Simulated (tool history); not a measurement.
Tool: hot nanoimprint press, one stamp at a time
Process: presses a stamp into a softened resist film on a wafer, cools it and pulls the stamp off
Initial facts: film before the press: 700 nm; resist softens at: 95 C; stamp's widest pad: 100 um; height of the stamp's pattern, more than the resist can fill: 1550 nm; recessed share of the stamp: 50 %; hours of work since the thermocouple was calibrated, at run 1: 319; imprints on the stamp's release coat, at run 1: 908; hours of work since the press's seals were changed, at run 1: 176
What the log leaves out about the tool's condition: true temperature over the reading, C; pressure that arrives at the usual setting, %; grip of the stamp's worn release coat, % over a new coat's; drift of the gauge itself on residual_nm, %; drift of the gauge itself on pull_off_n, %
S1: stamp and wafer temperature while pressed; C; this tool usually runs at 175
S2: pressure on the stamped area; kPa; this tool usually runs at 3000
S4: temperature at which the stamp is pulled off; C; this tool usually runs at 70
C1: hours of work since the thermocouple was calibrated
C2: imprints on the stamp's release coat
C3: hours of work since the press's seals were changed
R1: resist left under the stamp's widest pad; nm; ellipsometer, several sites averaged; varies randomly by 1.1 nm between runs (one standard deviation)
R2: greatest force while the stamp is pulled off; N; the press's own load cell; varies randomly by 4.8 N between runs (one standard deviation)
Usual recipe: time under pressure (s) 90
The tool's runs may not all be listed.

Run 1, day 0.000: usual settings; C1 319; C2 908; C3 176. Result: R1 334.0 nm, R2 290 N.
Run 2, day 0.304: usual settings; C1 323; C2 930; C3 179. Result: R1 334.8 nm, R2 291 N.
Run 3, day 0.604: usual settings; C1 327; C2 951; C3 183. Result: R1 334.1 nm, R2 295 N.
Run 4, day 0.912: usual settings but S2 2060 kPa; C1 330; C2 973; C3 186. Result: R1 383.1 nm, R2 289 N.
Run 5, day 1.246: usual settings but S2 2060 kPa; C1 334; C2 997; C3 190. Result: R1 382.7 nm, R2 299 N.
Run 6, day 1.688: usual settings; C1 339; C2 1028; C3 195. Result: R1 333.7 nm, R2 304 N.
Run 7, day 2.221: usual settings; C1 345; C2 1066; C3 202. Result: R1 332.6 nm, R2 303 N.
Run 8, day 2.508: usual settings; C1 349; C2 1086; C3 205. Result: R1 334.2 nm, R2 291 N.
Run 9, day 2.962: usual settings; C1 354; C2 1118; C3 210. Result: R1 333.6 nm, R2 305 N.
Run 10, day 3.417: usual settings; C1 359; C2 1150; C3 216. Result: R1 333.5 nm, R2 303 N.
Run 11, day 3.688: usual settings; C1 363; C2 1169; C3 219. Result: R1 333.5 nm, R2 318 N.
Run 12, day 4.242: usual settings; C1 369; C2 1209; C3 225. Result: R1 332.3 nm, R2 309 N.
Run 13, day 4.550: usual settings; C1 373; C2 1230; C3 229. Result: R1 332.6 nm, R2 311 N.
Run 14, day 5.075: usual settings but S1 184 C, S2 2030 kPa, time under pressure (s) 122, S4 57 C; C1 379; C2 1268; C3 235. Result: R1 224.0 nm, R2 400 N.
Run 15, day 5.362: usual settings but S1 184 C, S2 2030 kPa, time under pressure (s) 122, S4 57 C; C1 382; C2 1288; C3 238. Result: R1 224.8 nm, R2 377 N.
Run 16, day 5.721: usual settings but time under pressure (s) 146; C1 386; C2 1313; C3 243. Result: R1 273.1 nm, R2 315 N.
Run 17, day 6.008: usual settings but S1 168 C, S2 3270 kPa, time under pressure (s) 49, S4 56 C; C1 390; C2 1334; C3 246. Result: R1 515.0 nm, R2 404 N.
Run 18, day 6.296: usual settings but S1 182 C, S2 3920 kPa, time under pressure (s) 144, S4 62 C; C1 393; C2 1354; C3 249. Result: R1 170.3 nm, R2 374 N.
Run 19, day 6.683: usual settings but S1 182 C, S2 3920 kPa, time under pressure (s) 144, S4 62 C; C1 398; C2 1381; C3 254. Result: R1 169.0 nm, R2 352 N.
Run 20, day 6.917: usual settings but S1 181 C, S2 4580 kPa, time under pressure (s) 119, S4 76 C; C1 400; C2 1398; C3 256. Result: R1 182.3 nm, R2 288 N.

For run 21, what comes out?
Run 21, day 7.300: usual settings but S1 171 C, S2 2160 kPa, time under pressure (s) 119, S4 76 C; C1 405; C2 1425; C3 261. Result: R1 ?, R2 ?.

Run 21 came out at R1 404.2 nm, R2 298 N.
Minus the tool's unlogged condition, the same run would have read R1 421.5 nm, R2 215 N.
